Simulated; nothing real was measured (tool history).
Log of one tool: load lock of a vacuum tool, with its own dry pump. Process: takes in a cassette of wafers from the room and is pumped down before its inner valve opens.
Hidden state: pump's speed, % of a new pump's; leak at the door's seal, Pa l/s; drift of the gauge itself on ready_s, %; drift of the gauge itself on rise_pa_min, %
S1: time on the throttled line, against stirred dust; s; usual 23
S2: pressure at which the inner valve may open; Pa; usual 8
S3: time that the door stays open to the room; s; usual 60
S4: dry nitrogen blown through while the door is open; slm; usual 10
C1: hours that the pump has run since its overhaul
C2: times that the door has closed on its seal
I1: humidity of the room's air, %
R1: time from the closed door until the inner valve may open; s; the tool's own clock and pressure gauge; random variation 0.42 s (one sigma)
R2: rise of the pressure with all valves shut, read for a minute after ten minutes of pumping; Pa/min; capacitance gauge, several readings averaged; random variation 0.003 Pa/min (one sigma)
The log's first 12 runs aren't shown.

{"run": 13, "hour": 6478.6, "S1": 23, "S2": 8, "S3": 60, "S4": 10, "C1": 9880, "C2": 48631, "I1": 47.9, "R1": 57.1, "R2": 0.131}
{"run": 14, "hour": 6945.0, "S1": 23, "S2": 8, "S3": 168, "S4": 10, "C1": 10346, "C2": 50754, "I1": 47.2, "R1": 56.2, "R2": 0.174}
{"run": 15, "hour": 7339.3, "S1": 23, "S2": 8, "S3": 168, "S4": 10, "C1": 10741, "C2": 52549, "I1": 43.1, "R1": 56.5, "R2": 0.169}
{"run": 16, "hour": 7871.7, "S1": 23, "S2": 8, "S3": 168, "S4": 10, "C1": 11273, "C2": 54973, "I1": 45.9, "R1": 58, "R2": 0.184}
{"run": 17, "hour": 8174.2, "S1": 23, "S2": 8, "S3": 26, "S4": 10, "C1": 11576, "C2": 56349, "I1": 50.4, "R1": 58.9, "R2": 0.138}
{"run": 18, "hour": 8696.1, "S1": 23, "S2": 8, "S3": 60, "S4": 35, "C1": 12097, "C2": 58725, "I1": 41.9, "R1": 58.5, "R2": 0.136}
{"hour": 9261.0, "done": "door's seal changed, seat wiped"}
{"run": 19, "hour": 9266.1, "S1": 23, "S2": 8, "S3": 60, "S4": 35, "C1": 12666, "C2": 23, "I1": 43.9, "R1": 59.1, "R2": 0.021}
{"hour": 9939.8, "done": "dry pump taken out, an overhauled one fitted"}
{"run": 20, "hour": 9958.7, "S1": 23, "S2": 8, "S3": 60, "S4": 35, "C1": 19, "C2": 3149, "I1": 46.3, "R1": 49.5, "R2": 0.027}
{"run": 21, "hour": 10450.3, "S1": 23, "S2": 8, "S3": 60, "S4": 35, "C1": 511, "C2": 5387, "I1": 46.3, "R1": 50, "R2": 0.029}
{"run": 22, "hour": 10900.8, "S1": 40, "S2": 9, "S3": 60, "S4": 35, "C1": 961, "C2": 7437, "I1": 44.6, "R1": 63.2, "R2": 0.03}
{"run": 23, "hour": 11486.5, "S1": 41, "S2": 14, "S3": 112, "S4": 9, "C1": 1547, "C2": 10104, "I1": 48.2, "R1": 62, "R2": 0.08}
{"run": 24, "hour": 11849.7, "S1": 41, "S2": 14, "S3": 112, "S4": 9, "C1": 1910, "C2": 11757, "I1": 43, "R1": 63, "R2": 0.063}
{"run": 25, "hour": 12519.4, "S1": 23, "S2": 12, "S3": 60, "S4": 4, "C1": 2580, "C2": 14806, "I1": 47.6, "R1": 48.6, "R2": 0.067}
{"run": 26, "hour": 13228.7, "S1": 23, "S2": 12, "S3": 113, "S4": 4, "C1": 3289, "C2": 18035, "I1": 47.5, "R1": 49.5, "R2": 0.096}
{"run": 27, "hour": 13715.1, "S1": 15, "S2": 7, "S3": 77, "S4": 44, "C1": 3775, "C2": 20249, "I1": 44.8, "R1": 45.9, "R2": 0.051}
{"run": 28, "hour": 14007.7, "S1": 23, "S2": 7, "S3": 125, "S4": 44, "C1": 4068, "C2": 21581, "I1": 44.6, "R1": 51.4, "R2": 0.051}
{"run": 29, "hour": 14304.8, "S1": 23, "S2": 7, "S3": 125, "S4": 44, "C1": 4365, "C2": 22933, "I1": 47, "R1": 52.7, "R2": 0.063}
{"run": 30, "hour": 14933.8, "S1": 15, "S2": 13, "S3": 46, "S4": 13, "C1": 4994, "C2": 25797, "I1": 45.7, "R1": 44.3, "R2": 0.067}
{"run": 31, "hour": 15444.9, "S1": 26, "S2": 8, "S3": 31, "S4": 10, "C1": 5505, "C2": 28123, "I1": 46.4, "R1": 54, "R2": 0.061}
{"run": 32, "hour": 15736.9, "S1": 26, "S2": 8, "S3": 31, "S4": 10, "C1": 5797, "C2": 29452, "I1": 42.8, "R1": 54.7, "R2": 0.066}
{"run": 33, "hour": 16243.7, "S1": 26, "S2": 8, "S3": 31, "S4": 10, "C1": 6304, "C2": 31759, "I1": 46.7, "R1": 55.6, "R2": 0.071}
{"run": 34, "hour": 16904.6, "S1": 22, "S2": 8, "S3": 44, "S4": 10, "C1": 6965, "C2": 34768, "I1": 47.4, "R1": 52.8, "R2": 0.087}
{"run": 35, "hour": 17444.7, "S1": 37, "S2": 7, "S3": 82, "S4": 7, "C1": 7505, "C2": 37227, "I1": 44, "R1": 65.3, "R2": 0.115}
{"run": 36, "hour": 18161.6, "S1": 23, "S2": 6, "S3": 60, "S4": 7, "C1": 8222, "C2": 40490, "I1": 45, "R1": 55.5, "R2": 0.114}

4 ways to go on from here, each from the tool as it stands after run 36. What would each give?
{"run": "A", "hour": 18691.1, "S1": 18, "S2": 6, "S3": 143, "S4": 7, "C1": 8751, "C2": 42900, "I1": 42.1, "R1": "?", "R2": "?"}
{"run": "B", "hour": 18691.1, "S1": 28, "S2": 8, "S3": 26, "S4": 10, "C1": 8751, "C2": 42900, "I1": 45.2, "R1": "?", "R2": "?"}
{"run": "C", "hour": 18691.1, "S1": 23, "S2": 8, "S3": 99, "S4": 18, "C1": 8751, "C2": 42900, "I1": 45.9, "R1": "?", "R2": "?"}
{"run": "D", "hour": 18691.1, "S1": 23, "S2": 8, "S3": 31, "S4": 10, "C1": 8751, "C2": 42900, "I1": 47.9, "R1": "?", "R2": "?"}

run=A R1=52.3 R2=0.142
run=B R1=58.6 R2=0.092
run=C R1=54.1 R2=0.117
run=D R1=54.9 R2=0.101
Without the tool's hidden state the same runs would have given:
run=A R1=46.7 R2=0.07
run=B R1=53.6 R2=0.022
run=C R1=48.9 R2=0.045
run=D R1=49.6 R2=0.03
